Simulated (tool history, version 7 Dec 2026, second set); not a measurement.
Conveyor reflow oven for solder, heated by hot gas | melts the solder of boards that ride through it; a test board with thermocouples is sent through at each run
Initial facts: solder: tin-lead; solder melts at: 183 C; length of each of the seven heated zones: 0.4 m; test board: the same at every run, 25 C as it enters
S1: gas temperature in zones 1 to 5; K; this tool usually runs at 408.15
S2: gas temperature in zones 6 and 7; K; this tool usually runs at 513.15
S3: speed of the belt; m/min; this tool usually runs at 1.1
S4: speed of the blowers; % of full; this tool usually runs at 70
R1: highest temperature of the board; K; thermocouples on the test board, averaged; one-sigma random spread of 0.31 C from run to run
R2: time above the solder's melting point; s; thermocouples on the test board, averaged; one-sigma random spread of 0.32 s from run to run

run	hour	S1	S2	S3	S4	R1	R2
1	0	408.15	513.15	1.1	70	493.65	33.4
2	54.9	408.15	513.15	1.1	70	493.85	33.3
3	121.4	408.15	513.15	1.1	71	493.35	33.9
# hour 187.2: thermocouples of zones 6 and 7 changed
4	201.9	408.15	513.15	1.1	62	491.55	32.4
# hour 235.5: flux residue cleaned out of gas plates and filters
5	290.4	422.15	513.15	1.1	62	495.05	37.3
6	338.2	422.15	513.15	1.1	62	494.85	36.9
7	418.6	396.15	513.15	1.1	62	489.95	29.4
8	473.8	396.15	513.15	1.1	62	489.75	30.2
# hour 532.3: flux residue cleaned out of gas plates and filters
9	541.5	396.15	513.15	1.1	62	490.05	30.2
10	578.4	396.15	513.15	1.1	62	490.15	29.9
11	621.7	408.15	513.15	1.1	70	493.95	33.9
12	700.9	393.15	513.15	1.1	70	491.85	29.9
13	739.7	393.15	513.15	1.1	70	491.35	30.1
14	821.8	408.15	513.15	1.1	70	494.45	33.6
# hour 833.3: flux residue cleaned out of gas plates and filters
15	868.6	408.15	513.15	1.1	74	495.35	34.9
16	947.1	400.15	520.15	1.25	74	495.15	28.9
17	1026.7	400.15	520.15	1.25	74	495.35	28.8
18	1065.1	400.15	520.15	1.25	74	494.55	29.3
19	1105	414.15	503.15	1.25	74	483.95	26.6
# hour 1131.6: flux residue cleaned out of gas plates and filters
20	1147.8	408.15	513.15	1.1	56	492.35	33.6
# hour 1178.5: thermocouples of zones 6 and 7 changed
21	1211.9	395.15	507.15	1.19	55	480.35	22.2
22	1260.8	408.15	513.15	1.18	70	491.75	30.9
23	1326.7	418.15	521.15	1.16	67	500.45	37.5
24	1390.9	418.15	521.15	1.16	67	500.65	37.8
# hour 1434.3: flux residue cleaned out of gas plates and filters
25	1457	418.15	521.15	1.16	67	500.95	37.6

For run 26, what comes out?
26	1499	418.15	521.15	1.16	67	?	?

Run 26 gave R1 501.65 K, R2 37.7 s.
Were there no unlogged condition in the tool, this run, its random variation unchanged, would have produced R1 500.05 K, R2 35.8 s.
